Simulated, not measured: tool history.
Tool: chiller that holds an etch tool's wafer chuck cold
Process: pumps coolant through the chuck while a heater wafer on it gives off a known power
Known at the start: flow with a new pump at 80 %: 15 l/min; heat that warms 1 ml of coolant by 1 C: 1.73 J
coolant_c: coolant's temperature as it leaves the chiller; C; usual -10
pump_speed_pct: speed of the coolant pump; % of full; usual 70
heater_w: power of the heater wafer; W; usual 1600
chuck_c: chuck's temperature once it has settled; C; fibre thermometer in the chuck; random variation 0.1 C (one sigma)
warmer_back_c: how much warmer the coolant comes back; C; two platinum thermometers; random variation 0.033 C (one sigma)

| run | hour | coolant_c | pump_speed_pct | heater_w | chuck_c | warmer_back_c |
|---|---|---|---|---|---|---|
| 1 | 0 | -10 | 70 | 1600 | 13.8 | 4.47 |
| 2 | 95.8 | -3 | 70 | 1600 | 20.8 | 4.6 |
| 3 | 227.2 | -3 | 70 | 1600 | 21.1 | 4.55 |
|  | 330 | chiller's thermometer calibrated |
| 4 | 421.2 | -4 | 70 | 1600 | 19.6 | 4.55 |
| 5 | 520.8 | -4 | 70 | 1600 | 19.8 | 4.58 |
| 6 | 666 | -4 | 70 | 1600 | 19.9 | 4.61 |
| 7 | 881 | -4 | 70 | 1600 | 20.2 | 4.61 |
| 8 | 987.1 | -4 | 70 | 1600 | 20.1 | 4.54 |
| 9 | 1098.3 | -4 | 70 | 1600 | 20.3 | 4.58 |
| 10 | 1265.6 | -4 | 70 | 1600 | 20.5 | 4.55 |
| 11 | 1396 | -10 | 64 | 960 | 5.6 | 3.02 |
| 12 | 1494.3 | -9 | 89 | 960 | 4.2 | 2.17 |
| 13 | 1715 | -10 | 78 | 960 | 4.1 | 2.48 |
| 14 | 1829.8 | -14 | 77 | 909 | -0.5 | 2.4 |
| 15 | 1987.5 | -13 | 77 | 1152 | 4.4 | 2.95 |
| 16 | 2103.3 | -13 | 84 | 1152 | 3.5 | 2.76 |
| 17 | 2297.2 | -13 | 84 | 1152 | 3.7 | 2.72 |

4 ways to go on from here, each from the tool as it stands after run 17. What would each give?
| A | 2446.4 | -10 | 67 | 1797 | ? | ? |
| B | 2446.4 | -10 | 86 | 2126 | ? | ? |
| C | 2446.4 | -19 | 83 | 1017 | ? | ? |
| D | 2446.4 | -10 | 67 | 923 | ? | ? |

| run | chuck_c | warmer_back_c |
|---|---|---|
| A | 19.6 | 5.47 |
| B | 20.4 | 4.98 |
| C | -3.9 | 2.45 |
| D | 5.2 | 2.77 |
Without the tool's hidden state the same runs would have given:
| run | chuck_c | warmer_back_c |
|---|---|---|
| A | 13 | 5.05 |
| B | 13.5 | 4.6 |
| C | -7.3 | 2.26 |
| D | 1.7 | 2.55 |
